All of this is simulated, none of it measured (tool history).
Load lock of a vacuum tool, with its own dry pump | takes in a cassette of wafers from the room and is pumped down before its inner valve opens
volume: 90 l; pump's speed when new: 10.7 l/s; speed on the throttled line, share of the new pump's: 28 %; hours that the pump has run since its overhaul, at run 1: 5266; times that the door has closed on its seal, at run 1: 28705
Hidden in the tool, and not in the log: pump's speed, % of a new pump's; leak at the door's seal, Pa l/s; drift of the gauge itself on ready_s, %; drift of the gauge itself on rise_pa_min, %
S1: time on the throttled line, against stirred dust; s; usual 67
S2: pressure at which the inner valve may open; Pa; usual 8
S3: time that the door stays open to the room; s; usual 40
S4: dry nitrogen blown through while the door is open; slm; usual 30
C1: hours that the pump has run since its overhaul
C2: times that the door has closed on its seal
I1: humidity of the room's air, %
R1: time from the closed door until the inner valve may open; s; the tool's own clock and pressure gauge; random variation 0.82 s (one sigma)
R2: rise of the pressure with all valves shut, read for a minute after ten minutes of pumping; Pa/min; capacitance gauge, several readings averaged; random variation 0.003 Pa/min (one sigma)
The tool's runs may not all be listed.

run	day	S1	S2	S3	S4	C1	C2	I1	R1	R2
1	0	67	8	40	30	5266	28705	45.2	128.8	0.03
2	7.067	67	8	40	30	5436	29303	46.7	127.7	0.028
3	15.617	67	8	40	30	5641	30026	45.5	127.7	0.022
4	23.804	67	8	40	40	5837	30718	45.5	128.5	0.026
5	28.646	67	10	40	30	5954	31128	45.9	126.9	0.029
6	36.442	47	16	29	30	6141	31787	45	107	0.027
7	41.679	47	16	29	30	6266	32230	42.5	108	0.022
8	47.783	47	16	38	30	6413	32746	47.6	106.7	0.028
9	51.55	67	8	40	33	6503	33065	43.7	127.6	0.026
10	57.858	67	8	40	33	6655	33598	46.6	128.1	0.023

5 ways to go on from here, each from the tool as it stands after run 10. What would each give?
A	64.992	67	8	183	7	6826	34201	45.3	?	?
B	64.992	67	7	40	5	6826	34201	44.6	?	?
C	64.992	76	8	213	23	6826	34201	46.9	?	?
D	64.992	118	8	116	30	6826	34201	40.8	?	?
E	64.992	67	8	40	33	6826	34201	48.8	?	?

run	R1	R2
A	128.6	0.077
B	130.2	0.053
C	133.8	0.063
D	165.7	0.035
E	126.9	0.029
Without the tool's hidden state the same runs would have given:
run	R1	R2
A	128.6	0.077
B	130.1	0.052
C	133.8	0.063
D	165.7	0.035
E	126.9	0.029
